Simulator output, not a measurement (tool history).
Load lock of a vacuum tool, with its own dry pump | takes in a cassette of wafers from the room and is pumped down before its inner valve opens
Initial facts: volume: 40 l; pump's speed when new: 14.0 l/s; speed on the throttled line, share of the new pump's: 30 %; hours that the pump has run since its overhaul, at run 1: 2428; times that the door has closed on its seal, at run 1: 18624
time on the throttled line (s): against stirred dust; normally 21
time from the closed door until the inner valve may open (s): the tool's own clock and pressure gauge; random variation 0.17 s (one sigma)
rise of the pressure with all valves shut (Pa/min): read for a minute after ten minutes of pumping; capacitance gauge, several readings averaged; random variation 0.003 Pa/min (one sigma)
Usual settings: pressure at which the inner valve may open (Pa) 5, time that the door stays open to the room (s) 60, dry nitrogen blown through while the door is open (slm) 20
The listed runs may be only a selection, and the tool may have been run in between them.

| run | hour | time on the throttled line (s) | pressure at which the inner valve may open (Pa) | time that the door stays open to the room (s) | dry nitrogen blown through while the door is open (slm) | hours that the pump has run since its overhaul | times that the door has closed on its seal | incoming humidity of the room's air, % | time from the closed door until the inner valve may open (s) | rise of the pressure with all valves shut (Pa/min) |
|---|---|---|---|---|---|---|---|---|---|---|
| 1 | 0.0 | 21 | 5 | 60 | 20 | 2428 | 18624 | 46.2 | 43.8 | 0.063 |
| 2 | 86.3 | 21 | 5 | 60 | 20 | 2514 | 19022 | 45.8 | 44.1 | 0.071 |
| 3 | 168.2 | 21 | 5 | 48 | 20 | 2596 | 19401 | 45.9 | 43.9 | 0.067 |
| 4 | 254.6 | 21 | 5 | 60 | 20 | 2682 | 19800 | 46.9 | 43.8 | 0.073 |
| 5 | 300.1 | 17 | 5 | 60 | 20 | 2728 | 20010 | 42.0 | 41.3 | 0.068 |
| 6 | 407.4 | 21 | 5 | 60 | 20 | 2835 | 20505 | 46.4 | 44.2 | 0.073 |
| 7 | 463.1 | 21 | 5 | 60 | 20 | 2891 | 20762 | 44.7 | 44.3 | 0.077 |
| 8 | 566.8 | 21 | 5 | 60 | 32 | 2994 | 21241 | 44.3 | 44.1 | 0.070 |
| 9 | 644.1 | 21 | 5 | 60 | 20 | 3072 | 21598 | 44.6 | 44.4 | 0.075 |
| 10 | 727.7 | 21 | 5 | 60 | 20 | 3155 | 21984 | 43.6 | 44.1 | 0.071 |
| 11 | 795.2 | 21 | 5 | 60 | 20 | 3223 | 22296 | 47.8 | 44.3 | 0.080 |
| 12 | 866.2 | 21 | 5 | 60 | 20 | 3294 | 22624 | 44.8 | 44.6 | 0.073 |
| 13 | 924.7 | 21 | 5 | 60 | 20 | 3352 | 22894 | 47.2 | 43.8 | 0.083 |
| 14 | 1029.4 | 21 | 5 | 60 | 17 | 3457 | 23377 | 45.4 | 44.3 | 0.076 |
| 15 | 1102.7 | 21 | 5 | 60 | 9 | 3530 | 23716 | 48.0 | 44.3 | 0.096 |
| 16 | 1152.3 | 21 | 5 | 60 | 20 | 3580 | 23945 | 46.8 | 44.5 | 0.082 |
| 17 | 1247.7 | 21 | 5 | 60 | 20 | 3675 | 24386 | 43.0 | 44.3 | 0.085 |
| 18 | 1306.4 | 21 | 5 | 60 | 20 | 3734 | 24657 | 45.4 | 44.3 | 0.081 |
| 19 | 1382.5 | 21 | 5 | 60 | 20 | 3810 | 25008 | 48.2 | 44.3 | 0.085 |
| 20 | 1492.9 | 21 | 5 | 60 | 20 | 3921 | 25518 | 44.4 | 44.3 | 0.087 |
| 21 | 1553.1 | 21 | 7 | 117 | 6 | 3981 | 25796 | 45.8 | 43.5 | 0.114 |
| 22 | 1636.6 | 21 | 8 | 217 | 20 | 4064 | 26182 | 44.1 | 42.9 | 0.103 |
| 23 | 1707.5 | 39 | 4 | 178 | 21 | 4135 | 26509 | 49.5 | 57.0 | 0.101 |
| 24 | 1773.2 | 39 | 4 | 178 | 21 | 4201 | 26812 | 45.4 | 57.9 | 0.104 |
| 25 | 1863.5 | 39 | 4 | 178 | 21 | 4291 | 27230 | 44.8 | 57.6 | 0.105 |
| 26 | 1940.0 | 21 | 5 | 60 | 5 | 4368 | 27583 | 43.5 | 44.5 | 0.105 |
| 27 | 2020.2 | 21 | 5 | 60 | 5 | 4448 | 27953 | 47.9 | 44.5 | 0.112 |
| 28 | 2122.4 | 11 | 5 | 60 | 8 | 4550 | 28425 | 46.2 | 37.9 | 0.105 |
| 29 | 2219.9 | 11 | 5 | 60 | 8 | 4648 | 28875 | 45.6 | 37.8 | 0.113 |
| 30 | 2310.6 | 23 | 5 | 60 | 6 | 4738 | 29294 | 48.5 | 46.2 | 0.125 |
| 31 | 2359.2 | 23 | 5 | 60 | 6 | 4787 | 29519 | 44.5 | 45.7 | 0.127 |
| 32 | 2462.1 | 37 | 5 | 60 | 20 | 4890 | 29994 | 45.7 | 55.6 | 0.100 |
| 33 | 2531.7 | 21 | 5 | 60 | 21 | 4959 | 30315 | 41.0 | 44.7 | 0.100 |
| 34 | 2601.5 | 21 | 5 | 60 | 21 | 5029 | 30637 | 43.7 | 44.4 | 0.099 |
| 35 | 2676.3 | 22 | 5 | 41 | 24 | 5104 | 30983 | 44.8 | 45.5 | 0.105 |
| 36 | 2752.3 | 25 | 5 | 60 | 20 | 5180 | 31334 | 43.5 | 47.6 | 0.112 |

Branching from run 36: 5 alternative next runs. What would each branch give?
| A | 2835.8 | 21 | 5 | 115 | 20 | 5263 | 31720 | 38.6 | ? | ? |
| B | 2835.8 | 21 | 9 | 60 | 26 | 5263 | 31720 | 46.8 | ? | ? |
| C | 2835.8 | 25 | 5 | 60 | 6 | 5263 | 31720 | 45.8 | ? | ? |
| D | 2835.8 | 12 | 5 | 26 | 20 | 5263 | 31720 | 43.8 | ? | ? |
| E | 2835.8 | 25 | 9 | 44 | 20 | 5263 | 31720 | 45.2 | ? | ? |

| run | time from the closed door until the inner valve may open (s) | rise of the pressure with all valves shut (Pa/min) |
|---|---|---|
| A | 44.7 | 0.112 |
| B | 43.2 | 0.107 |
| C | 47.5 | 0.135 |
| D | 38.6 | 0.106 |
| E | 45.7 | 0.101 |
Without the tool's hidden state the same runs would have given:
| run | time from the closed door until the inner valve may open (s) | rise of the pressure with all valves shut (Pa/min) |
|---|---|---|
| A | 43.3 | 0.024 |
| B | 41.9 | 0.018 |
| C | 46.1 | 0.045 |
| D | 37.0 | 0.016 |
| E | 44.4 | 0.012 |
